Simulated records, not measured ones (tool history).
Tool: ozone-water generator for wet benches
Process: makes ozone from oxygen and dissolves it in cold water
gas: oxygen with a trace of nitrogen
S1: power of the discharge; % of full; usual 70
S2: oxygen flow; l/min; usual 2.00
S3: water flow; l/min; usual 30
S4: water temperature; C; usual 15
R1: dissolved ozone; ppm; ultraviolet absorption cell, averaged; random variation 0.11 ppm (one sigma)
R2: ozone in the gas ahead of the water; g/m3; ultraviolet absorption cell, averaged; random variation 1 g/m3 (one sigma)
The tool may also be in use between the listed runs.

{"run": 1, "hour": 0.0, "S1": 70, "S2": 2.0, "S3": 30, "S4": 15, "R1": 8.2, "R2": 176.5}
{"run": 2, "hour": 79.6, "S1": 70, "S2": 2.0, "S3": 30, "S4": 15, "R1": 8.4, "R2": 174.6}
{"run": 3, "hour": 136.0, "S1": 70, "S2": 2.0, "S3": 30, "S4": 15, "R1": 8.2, "R2": 174.9}
{"run": 4, "hour": 175.0, "S1": 70, "S2": 2.0, "S3": 30, "S4": 15, "R1": 8.1, "R2": 175.2}
{"run": 5, "hour": 230.0, "S1": 70, "S2": 2.0, "S3": 30, "S4": 15, "R1": 8.1, "R2": 174.5}
{"run": 6, "hour": 300.4, "S1": 70, "S2": 2.0, "S3": 30, "S4": 15, "R1": 8.4, "R2": 174.7}
{"run": 7, "hour": 353.6, "S1": 70, "S2": 2.0, "S3": 30, "S4": 15, "R1": 8.2, "R2": 174.0}
{"run": 8, "hour": 395.7, "S1": 70, "S2": 2.0, "S3": 30, "S4": 15, "R1": 8.4, "R2": 172.6}
{"run": 9, "hour": 440.5, "S1": 70, "S2": 2.0, "S3": 32, "S4": 15, "R1": 7.6, "R2": 173.3}
{"run": 10, "hour": 486.8, "S1": 70, "S2": 2.0, "S3": 30, "S4": 16, "R1": 8.2, "R2": 174.4}
{"run": 11, "hour": 529.6, "S1": 70, "S2": 2.0, "S3": 30, "S4": 16, "R1": 8.1, "R2": 172.7}
{"run": 12, "hour": 595.3, "S1": 81, "S2": 2.0, "S3": 30, "S4": 15, "R1": 9.0, "R2": 192.4}
{"run": 13, "hour": 633.5, "S1": 70, "S2": 2.0, "S3": 30, "S4": 15, "R1": 8.3, "R2": 172.3}
{"run": 14, "hour": 686.4, "S1": 93, "S2": 2.0, "S3": 30, "S4": 15, "R1": 10.2, "R2": 212.5}
{"run": 15, "hour": 740.4, "S1": 70, "S2": 2.0, "S3": 30, "S4": 15, "R1": 8.3, "R2": 172.0}
{"run": 16, "hour": 811.0, "S1": 70, "S2": 2.0, "S3": 30, "S4": 15, "R1": 8.1, "R2": 172.0}
{"run": 17, "hour": 844.9, "S1": 70, "S2": 2.0, "S3": 30, "S4": 15, "R1": 8.2, "R2": 172.2}
{"run": 18, "hour": 918.6, "S1": 70, "S2": 1.45, "S3": 40, "S4": 15, "R1": 5.5, "R2": 214.1}
{"run": 19, "hour": 978.2, "S1": 70, "S2": 2.0, "S3": 40, "S4": 15, "R1": 6.0, "R2": 171.6}
{"run": 20, "hour": 1042.0, "S1": 67, "S2": 2.0, "S3": 30, "S4": 15, "R1": 7.7, "R2": 164.8}
{"run": 21, "hour": 1079.1, "S1": 67, "S2": 2.0, "S3": 30, "S4": 15, "R1": 7.8, "R2": 166.9}
{"run": 22, "hour": 1135.5, "S1": 67, "S2": 2.0, "S3": 30, "S4": 15, "R1": 7.8, "R2": 164.5}
{"run": 23, "hour": 1184.1, "S1": 67, "S2": 2.0, "S3": 21, "S4": 15, "R1": 11.0, "R2": 165.3}
{"run": 24, "hour": 1236.9, "S1": 67, "S2": 2.0, "S3": 21, "S4": 15, "R1": 11.2, "R2": 165.6}
{"run": 25, "hour": 1284.2, "S1": 67, "S2": 2.0, "S3": 21, "S4": 15, "R1": 11.2, "R2": 166.0}
{"run": 26, "hour": 1359.5, "S1": 67, "S2": 2.0, "S3": 21, "S4": 15, "R1": 11.0, "R2": 165.2}
{"run": 27, "hour": 1427.1, "S1": 58, "S2": 2.0, "S3": 30, "S4": 9, "R1": 7.1, "R2": 146.8}
{"run": 28, "hour": 1460.1, "S1": 70, "S2": 2.0, "S3": 30, "S4": 9, "R1": 8.0, "R2": 170.3}
{"run": 29, "hour": 1532.4, "S1": 59, "S2": 2.12, "S3": 30, "S4": 15, "R1": 7.2, "R2": 144.1}
{"run": 30, "hour": 1589.5, "S1": 68, "S2": 2.58, "S3": 20, "S4": 23, "R1": 11.0, "R2": 140.3}
{"run": 31, "hour": 1663.6, "S1": 88, "S2": 1.26, "S3": 42, "S4": 21, "R1": 5.8, "R2": 275.9}
{"run": 32, "hour": 1708.3, "S1": 88, "S2": 1.26, "S3": 42, "S4": 21, "R1": 5.7, "R2": 273.0}
{"hour": 1740.6, "done": "water thermometer calibrated"}
{"run": 33, "hour": 1751.0, "S1": 56, "S2": 3.22, "S3": 28, "S4": 12, "R1": 7.8, "R2": 102.8}
{"run": 34, "hour": 1809.7, "S1": 70, "S2": 2.0, "S3": 34, "S4": 15, "R1": 6.9, "R2": 168.7}

Some steps in R1 between neighbouring runs. How much of each would the tool show without its hidden state too (settings, what came in, random variation), and how much is left for the hidden state, with any gauge scatter that isn't in both results?
The hidden state here: yield of the discharge, % of new electrodes'; contactor's efficiency, % of a clean one's; true water temperature over the reading, C; drift of the gauge itself on ozone_ppm, %; drift of the gauge itself on gas_g_m3, %.
Run 13 -> 14: S1 70 -> 93. R1 +1.9 ppm: hidden state -0.2, all else +2.1.
Run 14 -> 15: S1 93 -> 70. R1 -1.9 ppm: hidden state +0.2, all else -2.1.
Run 26 -> 27: S1 67 -> 58, S3 21 -> 30, S4 15 -> 9. R1 -3.9 ppm: hidden state +0.2, all else -4.1.
Run 29 -> 30: S1 59 -> 68, S2 2.12 -> 2.58, S3 30 -> 20, S4 15 -> 23. R1 +3.8 ppm: hidden state -0.3, all else +4.1.
Run 30 -> 31: S1 68 -> 88, S2 2.58 -> 1.26, S3 20 -> 42, S4 23 -> 21. R1 -5.2 ppm: hidden state +0.2, all else -5.4.

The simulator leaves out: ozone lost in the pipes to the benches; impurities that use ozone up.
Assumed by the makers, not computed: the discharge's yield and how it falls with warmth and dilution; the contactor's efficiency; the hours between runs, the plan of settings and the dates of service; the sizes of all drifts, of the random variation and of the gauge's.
